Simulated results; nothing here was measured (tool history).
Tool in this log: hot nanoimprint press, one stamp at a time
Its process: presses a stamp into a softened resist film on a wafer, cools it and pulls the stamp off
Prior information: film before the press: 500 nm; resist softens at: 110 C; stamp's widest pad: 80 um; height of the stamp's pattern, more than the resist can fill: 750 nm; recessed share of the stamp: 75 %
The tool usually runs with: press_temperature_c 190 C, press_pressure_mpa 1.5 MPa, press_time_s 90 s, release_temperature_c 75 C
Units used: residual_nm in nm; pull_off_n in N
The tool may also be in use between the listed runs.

run	hour	press_temperature_c	press_pressure_mpa	press_time_s	release_temperature_c	residual_nm	pull_off_n
1	0	190	1.5	90	75	244.7	218
2	23.9	190	1.5	56	75	288.8	216
3	46.6	190	1.5	56	75	288.2	219
4	67.9	186	1.5	56	75	322	216
5	95.7	186	1.5	56	75	323.3	220
6	124.9	186	1.5	56	75	322.6	223
7	150.5	190	1.12	90	75	270.8	245
8	176.3	190	2.34	90	75	201	240
9	201.3	198	1.5	90	75	183.5	240
# hour 222.3: stamp cleaned and given a new release coat
10	223.6	198	1.5	90	75	183.4	186
11	238.2	200	1.5	90	75	170.9	188
12	253	200	1.5	90	75	171.7	197
13	282.1	200	1.5	90	75	171.9	184
14	298.4	190	1.5	90	75	240.3	197
15	313.2	190	1.5	90	75	241.7	195
16	337.3	190	1.5	90	77	240.3	193
17	361.5	178	1.5	55	77	390.4	204
18	381.8	187	1.15	55	77	339.4	197
19	397.9	187	1.15	55	77	337.3	201
20	425.3	187	1.15	55	77	336.6	207
21	440.1	187	1.15	55	77	336.6	200

What will run 22 give?
22	458.8	200	1.24	90	78	?	?

{"run 22": {"residual_nm": 185.9, "pull_off_n": 201}}
With the hidden condition absent and the run-to-run variation left alone, this run would have shown residual_nm 189.7 nm, pull_off_n 180 N.

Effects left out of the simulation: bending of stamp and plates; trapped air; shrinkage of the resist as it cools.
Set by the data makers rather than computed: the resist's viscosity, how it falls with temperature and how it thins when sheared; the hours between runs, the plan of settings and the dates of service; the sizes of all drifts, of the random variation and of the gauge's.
